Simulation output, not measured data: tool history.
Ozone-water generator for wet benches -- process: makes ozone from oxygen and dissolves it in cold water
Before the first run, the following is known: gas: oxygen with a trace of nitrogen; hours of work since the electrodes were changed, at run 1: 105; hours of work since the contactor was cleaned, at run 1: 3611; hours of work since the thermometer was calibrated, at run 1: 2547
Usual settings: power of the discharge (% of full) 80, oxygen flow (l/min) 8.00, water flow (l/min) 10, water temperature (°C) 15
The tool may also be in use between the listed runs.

run     day  power of the discharge (% of full)  oxygen flow (l/min)  water flow (l/min)  water temperature (°C)  hours of work since the electrodes were changed  hours of work since the contactor was cleaned  hours of work since the thermometer was calibrated  dissolved ozone (ppm)  ozone in the gas ahead of the water (g/m3)
  1   0.000                                  80                 8.00                  10                      15                                              105                                           3611                                                2547                   40.3                                       203.6
  2   4.500                                  80                 8.00                  10                      15                                              188                                           3695                                                2630                   40.2                                       201.4
  3   6.971                                  80                 8.00                  10                      15                                              233                                           3740                                                2676                   39.6                                       203.4
  4   8.988                                  80                 9.20                  10                      15                                              271                                           3778                                                2713                   39.7                                       193.2
  5  12.858                                  80                 9.20                  10                      15                                              342                                           3849                                                2784                   40.4                                       193.8
  6  15.017                                  80                 9.20                  10                      15                                              382                                           3889                                                2824                   39.6                                       194.3
  7  16.942                                  80                 9.20                  10                      15                                              418                                           3924                                                2860                   39.8                                       192.7
  8  19.633                                  80                 9.20                  10                      15                                              467                                           3974                                                2910                   39.7                                       190.6
  9  22.404                                  80                 8.00                  10                      15                                              518                                           4025                                                2961                   40.2                                       202.8
 10  25.942                                  80                 8.00                  10                      15                                              584                                           4091                                                3026                   40.3                                       200.5
 11  28.450                                  80                 8.00                  10                      15                                              630                                           4137                                                3072                   40.4                                       201.1
 12  31.096                                  80                 8.00                  10                      15                                              679                                           4186                                                3121                   40.4                                       200.8
 13  34.704                                  80                 8.00                  10                      15                                              746                                           4253                                                3188                   40.4                                       200.3
 14  38.558                                  80                 6.93                  10                      15                                              817                                           4324                                                3259                   39.8                                       211.8
 15  41.904                                  80                11.72                  10                      15                                              879                                           4386                                                3321                   39.2                                       174.4
 16  46.579                                  80                 8.00                  16                      15                                              965                                           4472                                                3407                   32.3                                       198.2
 17  50.183                                  63                11.93                  10                      15                                             1032                                           4539                                                3474                   33.4                                       149.6
 18  52.433                                  93                 6.79                  10                      15                                             1073                                           4580                                                3516                   44.4                                       232.3
 19  56.646                                  88                 9.51                  16                      11                                             1151                                           4658                                                3593                   37.7                                       198.6
 20  58.742                                  80                 8.00                  10                      11                                             1190                                           4697                                                3632                   43.9                                       196.7
 21  61.638                                  80                 8.00                  10                      10                                             1244                                           4750                                                3686                   45.1                                       198.2
 22  64.442                                  80                 8.00                  12                      20                                             1295                                           4802                                                3737                   33.5                                       198.8
     64.796  -- gauge calibrated
 23  67.375                                  80                10.84                  12                      19                                             1350                                           4856                                                3792                   33.4                                       185.0
 24  69.571                                  90                11.18                   7                      15                                             1390                                           4897                                                3832                   47.2                                       194.4
 25  71.979                                  90                11.18                   7                      15                                             1435                                           4941                                                3877                   47.5                                       196.9
 26  75.500                                  68                 5.44                  11                      10                                             1500                                           5007                                                3942                   37.5                                       206.7
 27  78.733                                  68                 5.44                   7                      10                                             1559                                           5066                                                4002                   47.8                                       204.5

3 ways to go on from here, each from the tool as it stands after run 27. What would each give?
  A  81.788                                  80                 8.00                  10                      13                                             1616                                           5123                                                4058                      ?                                           ?
  B  81.788                                  65                 8.00                  10                       8                                             1616                                           5123                                                4058                      ?                                           ?
  C  81.788                                  68                 5.44                   7                      12                                             1616                                           5123                                                4058                      ?                                           ?

run  dissolved ozone (ppm)  ozone in the gas ahead of the water (g/m3)
  A                   42.7                                       204.4
  B                   40.6                                       175.6
  C                   45.6                                       208.3
The same runs, with their run-to-run variation unchanged, on a tool lacking any hidden condition would have given:
run  dissolved ozone (ppm)  ozone in the gas ahead of the water (g/m3)
  A                   42.7                                       206.1
  B                   40.7                                       177.0
  C                   45.6                                       210.0
